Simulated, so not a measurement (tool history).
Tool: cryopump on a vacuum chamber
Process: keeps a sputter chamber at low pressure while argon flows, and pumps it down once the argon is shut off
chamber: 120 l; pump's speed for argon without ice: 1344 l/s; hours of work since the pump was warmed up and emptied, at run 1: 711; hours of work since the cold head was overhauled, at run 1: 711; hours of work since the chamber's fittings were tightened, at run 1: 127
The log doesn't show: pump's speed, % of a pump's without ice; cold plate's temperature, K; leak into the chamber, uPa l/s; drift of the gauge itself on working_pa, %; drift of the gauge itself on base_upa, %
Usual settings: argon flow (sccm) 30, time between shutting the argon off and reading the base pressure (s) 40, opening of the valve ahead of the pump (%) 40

| run | hour | argon flow (sccm) | time between shutting the argon off and reading the base pressure (s) | opening of the valve ahead of the pump (%) | hours of work since the pump was warmed up and emptied | hours of work since the cold head was overhauled | hours of work since the chamber's fittings were tightened | pressure while argon flows (Pa) | pressure after the wait (uPa) |
|---|---|---|---|---|---|---|---|---|---|
| 1 | 0 | 30 | 40 | 40 | 711 | 711 | 127 | 0.1048 | 1.63 |
| 2 | 22.4 | 30 | 40 | 40 | 725 | 725 | 142 | 0.1064 | 1.63 |
| 3 | 54.9 | 30 | 40 | 40 | 746 | 746 | 162 | 0.1076 | 1.72 |
| 4 | 100.4 | 30 | 40 | 40 | 775 | 775 | 191 | 0.1071 | 1.74 |
| 5 | 148.7 | 30 | 40 | 40 | 806 | 806 | 222 | 0.1076 | 1.71 |
| 6 | 168.9 | 30 | 40 | 40 | 818 | 818 | 235 | 0.1079 | 1.73 |
|  | 194.9 | pump warmed up, emptied and cooled again |
| 7 | 215.8 | 14 | 40 | 40 | 13 | 845 | 262 | 0.0446 | 1.61 |
| 8 | 243.6 | 14 | 40 | 40 | 31 | 863 | 279 | 0.044 | 1.58 |
| 9 | 281.5 | 14 | 40 | 40 | 55 | 887 | 303 | 0.0452 | 1.69 |
| 10 | 319.4 | 29 | 176 | 20 | 79 | 911 | 327 | 0.1849 | 0.74 |
| 11 | 363.2 | 23 | 109 | 16 | 107 | 939 | 355 | 0.1829 | 0.85 |
| 12 | 406.9 | 14 | 266 | 26 | 135 | 967 | 383 | 0.0695 | 0.66 |
| 13 | 440.4 | 12 | 78 | 18 | 156 | 988 | 404 | 0.0848 | 1.09 |
| 14 | 464.5 | 59 | 250 | 37 | 172 | 1003 | 420 | 0.2058 | 0.67 |
| 15 | 485.5 | 21 | 40 | 21 | 185 | 1017 | 433 | 0.1277 | 1.66 |

Some steps in pressure while argon flows (Pa) between neighbouring runs. How much of each would the tool show without its hidden state too (settings, what came in, random variation), and how much is left for the hidden state, with any gauge scatter that isn't in both results?
Run 6 -> 7: argon flow (sccm) 30 -> 14, pump warmed up, emptied and cooled again. pressure while argon flows (Pa) -0.0633: hidden state -0.0134, all else -0.0499.
Run 9 -> 10: argon flow (sccm) 14 -> 29, time between shutting the argon off and reading the base pressure (s) 40 -> 176, opening of the valve ahead of the pump (%) 40 -> 20. pressure while argon flows (Pa) +0.1397: hidden state +0.0011, all else +0.1386.
